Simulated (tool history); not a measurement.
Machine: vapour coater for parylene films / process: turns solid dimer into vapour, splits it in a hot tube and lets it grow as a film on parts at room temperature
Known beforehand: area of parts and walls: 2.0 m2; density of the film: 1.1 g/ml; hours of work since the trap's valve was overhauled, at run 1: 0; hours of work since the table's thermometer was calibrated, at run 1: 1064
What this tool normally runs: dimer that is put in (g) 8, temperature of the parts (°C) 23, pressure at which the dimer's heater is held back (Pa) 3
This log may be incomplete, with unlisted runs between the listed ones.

run,day,dimer that is put in (g),temperature of the parts (°C),pressure at which the dimer's heater is held back (Pa),hours of work since the trap's valve was overhauled,hours of work since the table's thermometer was calibrated,thickness of the film (nm)
1,0,8,23,3,0,1064,2570
2,1.296,8,23,3,24,1088,2560
3,2.7,8,23,3,49,1113,2540
4,3.938,8,23,3,71,1135,2560
5,5.388,5,23,3,97,1161,1600
6,6.317,5,23,3,114,1178,1560
7,7.175,5,23,3,129,1193,1560
8,8.096,5,17,3,146,1210,1910
9,9.475,8,23,6.58,170,1234,2210
10,10.508,8,23,6.58,189,1253,2240
11,11.35,8,23,3,204,1268,2490
12,12.546,8,23,3,226,1290,2500
13,13.946,8,23,3,251,1315,2470
14,15.283,8,23,3,275,1339,2480
15,16.262,8,18,3,292,1356,2900
16,17.258,8,18,3,310,1374,2880
17,18.042,8,23,3,324,1388,2460
# day 18.35: trap's valve overhauled
18,19.525,3,21,6.1,21,1412,870
19,20.712,3,21,6.1,42,1433,860
20,21.883,3,21,6.1,63,1454,860
# day 22.558: trap's valve overhauled, once more
21,23.046,3,33,5.71,9,1472,620
22,24.6,7,23,2.55,37,1500,2300
23,25.762,7,30,8.04,58,1521,1520
24,26.625,7,30,8.04,73,1536,1530
25,28.183,7,30,8.04,101,1564,1520
26,29.671,7,30,8.04,128,1591,1540

Estimate the outcome of run 27 from the log above:
27,31.121,12,35,3.78,154,1617,?

{"run 27": {"thickness of the film (nm)": 2450}}
Without the tool's hidden state the same run would have given thickness of the film (nm) 2470.

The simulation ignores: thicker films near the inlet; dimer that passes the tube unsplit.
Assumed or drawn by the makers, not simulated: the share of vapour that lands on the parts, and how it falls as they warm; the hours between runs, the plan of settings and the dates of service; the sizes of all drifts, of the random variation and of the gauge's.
